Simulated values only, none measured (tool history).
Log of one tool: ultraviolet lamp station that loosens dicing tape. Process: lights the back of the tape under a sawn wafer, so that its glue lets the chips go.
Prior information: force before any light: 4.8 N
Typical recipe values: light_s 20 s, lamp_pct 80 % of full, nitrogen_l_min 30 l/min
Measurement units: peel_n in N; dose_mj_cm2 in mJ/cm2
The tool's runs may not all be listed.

run 1 hour=0 | light_s=20 lamp_pct=80 nitrogen_l_min=30 | peel_n=0.334 dose_mj_cm2=350
run 2 hour=24.2 | light_s=20 lamp_pct=80 nitrogen_l_min=30 | peel_n=0.333 dose_mj_cm2=349
run 3 hour=61.3 | light_s=20 lamp_pct=80 nitrogen_l_min=30 | peel_n=0.365 dose_mj_cm2=347
run 4 hour=95 | light_s=20 lamp_pct=80 nitrogen_l_min=30 | peel_n=0.352 dose_mj_cm2=340
run 5 hour=138 | light_s=37 lamp_pct=80 nitrogen_l_min=30 | peel_n=0.221 dose_mj_cm2=630
-- hour=153.2 window cleaned of glue's vapour
run 6 hour=177.7 | light_s=37 lamp_pct=80 nitrogen_l_min=30 | peel_n=0.212 dose_mj_cm2=695
run 7 hour=211.2 | light_s=20 lamp_pct=80 nitrogen_l_min=53 | peel_n=0.287 dose_mj_cm2=369
run 8 hour=245.8 | light_s=20 lamp_pct=80 nitrogen_l_min=53 | peel_n=0.281 dose_mj_cm2=370
run 9 hour=289.6 | light_s=18 lamp_pct=80 nitrogen_l_min=53 | peel_n=0.329 dose_mj_cm2=326
run 10 hour=320 | light_s=20 lamp_pct=61 nitrogen_l_min=30 | peel_n=0.505 dose_mj_cm2=277
run 11 hour=347.4 | light_s=20 lamp_pct=80 nitrogen_l_min=30 | peel_n=0.33 dose_mj_cm2=367
run 12 hour=380.3 | light_s=20 lamp_pct=80 nitrogen_l_min=30 | peel_n=0.357 dose_mj_cm2=360
run 13 hour=399.1 | light_s=20 lamp_pct=80 nitrogen_l_min=30 | peel_n=0.363 dose_mj_cm2=362
run 14 hour=418.7 | light_s=20 lamp_pct=80 nitrogen_l_min=30 | peel_n=0.327 dose_mj_cm2=357
run 15 hour=452.6 | light_s=20 lamp_pct=80 nitrogen_l_min=30 | peel_n=0.359 dose_mj_cm2=350
run 16 hour=487 | light_s=20 lamp_pct=80 nitrogen_l_min=30 | peel_n=0.353 dose_mj_cm2=347
run 17 hour=512.3 | light_s=20 lamp_pct=80 nitrogen_l_min=30 | peel_n=0.372 dose_mj_cm2=345
run 18 hour=548.8 | light_s=20 lamp_pct=80 nitrogen_l_min=30 | peel_n=0.374 dose_mj_cm2=342
run 19 hour=587.5 | light_s=20 lamp_pct=80 nitrogen_l_min=30 | peel_n=0.372 dose_mj_cm2=344
run 20 hour=618.3 | light_s=20 lamp_pct=80 nitrogen_l_min=30 | peel_n=0.376 dose_mj_cm2=332
run 21 hour=642.4 | light_s=20 lamp_pct=80 nitrogen_l_min=30 | peel_n=0.388 dose_mj_cm2=328
run 22 hour=678.2 | light_s=20 lamp_pct=72 nitrogen_l_min=30 | peel_n=0.441 dose_mj_cm2=302
run 23 hour=705.6 | light_s=14 lamp_pct=68 nitrogen_l_min=20 | peel_n=1.055 dose_mj_cm2=198
run 24 hour=735.5 | light_s=12 lamp_pct=81 nitrogen_l_min=20 | peel_n=1.024 dose_mj_cm2=199
run 25 hour=759.5 | light_s=12 lamp_pct=81 nitrogen_l_min=20 | peel_n=1.061 dose_mj_cm2=201
run 26 hour=777.9 | light_s=20 lamp_pct=69 nitrogen_l_min=21 | peel_n=0.571 dose_mj_cm2=280
run 27 hour=822.9 | light_s=20 lamp_pct=84 nitrogen_l_min=21 | peel_n=0.461 dose_mj_cm2=333
-- hour=839.2 window cleaned of glue's vapour
run 28 hour=860.4 | light_s=20 lamp_pct=76 nitrogen_l_min=21 | peel_n=0.455 dose_mj_cm2=337
run 29 hour=886.6 | light_s=20 lamp_pct=76 nitrogen_l_min=21 | peel_n=0.433 dose_mj_cm2=333
run 30 hour=926.6 | light_s=20 lamp_pct=76 nitrogen_l_min=21 | peel_n=0.477 dose_mj_cm2=330
run 31 hour=955.7 | light_s=13 lamp_pct=68 nitrogen_l_min=30 | peel_n=0.916 dose_mj_cm2=188
run 32 hour=984.4 | light_s=13 lamp_pct=68 nitrogen_l_min=30 | peel_n=0.92 dose_mj_cm2=189
run 33 hour=1016.7 | light_s=13 lamp_pct=96 nitrogen_l_min=37 | peel_n=0.498 dose_mj_cm2=267
run 34 hour=1038.8 | light_s=15 lamp_pct=80 nitrogen_l_min=17 | peel_n=0.782 dose_mj_cm2=253
run 35 hour=1074.9 | light_s=29 lamp_pct=98 nitrogen_l_min=40 | peel_n=0.22 dose_mj_cm2=601
run 36 hour=1100.1 | light_s=20 lamp_pct=62 nitrogen_l_min=14 | peel_n=0.855 dose_mj_cm2=259
run 37 hour=1121.1 | light_s=20 lamp_pct=62 nitrogen_l_min=14 | peel_n=0.86 dose_mj_cm2=255
run 38 hour=1147.8 | light_s=28 lamp_pct=94 nitrogen_l_min=41 | peel_n=0.211 dose_mj_cm2=542
run 39 hour=1176 | light_s=28 lamp_pct=94 nitrogen_l_min=41 | peel_n=0.221 dose_mj_cm2=537
run 40 hour=1216.1 | light_s=39 lamp_pct=94 nitrogen_l_min=41 | peel_n=0.226 dose_mj_cm2=730
run 41 hour=1242.5 | light_s=39 lamp_pct=94 nitrogen_l_min=32 | peel_n=0.213 dose_mj_cm2=734

What will run 42 give?
run 42 hour=1265.4 | light_s=25 lamp_pct=61 nitrogen_l_min=60 | peel_n=? dose_mj_cm2=?

Logged for run 42: peel_n 0.342 N, dose_mj_cm2 304 mJ/cm2.
Take away the tool's hidden state, keep the run-to-run variation as it was, and the same run would have given peel_n 0.252 N, dose_mj_cm2 412 mJ/cm2.

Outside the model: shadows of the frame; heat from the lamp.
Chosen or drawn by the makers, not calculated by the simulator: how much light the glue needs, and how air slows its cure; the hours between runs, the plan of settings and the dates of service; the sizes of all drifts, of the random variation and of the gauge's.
